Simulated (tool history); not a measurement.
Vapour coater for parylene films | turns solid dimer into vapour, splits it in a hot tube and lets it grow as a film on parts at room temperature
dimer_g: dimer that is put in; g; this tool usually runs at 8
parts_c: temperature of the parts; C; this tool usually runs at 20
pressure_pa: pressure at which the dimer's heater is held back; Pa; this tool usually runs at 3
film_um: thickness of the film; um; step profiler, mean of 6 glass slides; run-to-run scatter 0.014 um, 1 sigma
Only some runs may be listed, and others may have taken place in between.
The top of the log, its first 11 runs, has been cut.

run	day	dimer_g	parts_c	pressure_pa	hours of work since the trap's valve was overhauled	hours of work since the table's thermometer was calibrated	film_um
12	10.258	13	20	3	404	847	2.94
13	11.05	8	20	3	419	862	1.75
14	11.646	8	20	3	431	873	1.78
15	12.388	8	20	3	445	887	1.81
16	13.212	8	20	3	460	903	1.78
17	13.879	8	20	3	473	915	1.79
18	14.392	8	19	6.71	483	925	1.77
19	15.408	8	19	6.71	502	944	1.77
20	16.446	8	19	6.71	522	964	1.75
21	17.333	12	16	11.51	538	981	2.95
22	17.942	4	19	3.88	550	992	0.94
23	19.017	9	20	4.65	570	1013	1.95
24	19.762	9	15	4.65	584	1027	2.48
25	20.75	13	20	6.11	603	1045	2.78
26	21.238	13	32	3	612	1055	1.66
27	21.917	13	32	3	625	1067	1.65
28	22.571	13	32	3	638	1080	1.67
29	23.333	13	32	3	652	1094	1.65
30	24.142	8	20	7.86	667	1110	1.67
31	25.179	8	20	7.86	687	1129	1.66
# day 25.55: trap's valve overhauled
32	26.233	6	15	2.16	13	1146	1.75
33	27.071	6	30	2.99	29	1162	0.83

5 ways to go on from here, each from the tool as it stands after run 33. What would each give?
A	27.579	8	18	7.21	38	1172	?
B	27.579	8	19	3	38	1172	?
C	27.579	7	32	7.2	38	1172	?
D	27.579	3	23	9.36	38	1172	?
E	27.579	5	30	6.35	38	1172	?

run	film_um
A	1.86
B	1.88
C	0.83
D	0.53
E	0.67
With the hidden condition removed and each run's random variation left untouched, the same runs would have given:
run	film_um
A	1.86
B	1.88
C	0.83
D	0.53
E	0.67
